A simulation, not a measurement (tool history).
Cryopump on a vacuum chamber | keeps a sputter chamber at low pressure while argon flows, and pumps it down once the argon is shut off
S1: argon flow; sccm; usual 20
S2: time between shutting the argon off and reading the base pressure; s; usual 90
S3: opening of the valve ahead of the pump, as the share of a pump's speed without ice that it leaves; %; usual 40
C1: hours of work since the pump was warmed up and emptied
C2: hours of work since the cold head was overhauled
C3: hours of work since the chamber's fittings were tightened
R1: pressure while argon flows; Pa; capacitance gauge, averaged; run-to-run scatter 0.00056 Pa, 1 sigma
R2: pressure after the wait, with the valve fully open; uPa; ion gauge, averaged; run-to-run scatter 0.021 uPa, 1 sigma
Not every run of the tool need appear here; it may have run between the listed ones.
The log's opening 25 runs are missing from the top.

run	hour	S1	S2	S3	C1	C2	C3	R1	R2
26	1567.9	20	80	60	220	2384	1089	0.0470	2.06
27	1667.8	20	91	39	298	2462	1167	0.0732	2.23
28	1753.3	20	90	40	365	2529	1234	0.0717	2.43
29	1803.2	20	23	24	404	2568	1273	0.1163	3.30
# hour 1827.9: pump warmed up, emptied and cooled again
30	1883.1	25	41	51	43	2627	1332	0.0650	2.47
31	1961.8	14	64	28	105	2688	1394	0.0660	2.39
32	2012.4	13	64	53	145	2728	1433	0.0330	2.55
33	2104.0	20	53	40	216	2800	1505	0.0694	2.82

Here are 5 independent what-if runs from the current tool condition. What would each one return?
A	2203.7	10	53	40	295	2878	1583	?	?
B	2203.7	20	36	24	295	2878	1583	?	?
C	2203.7	20	20	40	295	2878	1583	?	?
D	2203.7	36	90	40	295	2878	1583	?	?
E	2203.7	14	111	54	295	2878	1583	?	?

run	R1	R2
A	0.0356	3.06
B	0.1126	3.34
C	0.0703	3.86
D	0.1274	2.89
E	0.0390	2.92
The same runs, with their run-to-run variation unchanged, on a tool lacking any hidden condition would have given:
run	R1	R2
A	0.0319	0.63
B	0.1051	0.88
C	0.0628	1.39
D	0.1138	0.45
E	0.0338	0.43
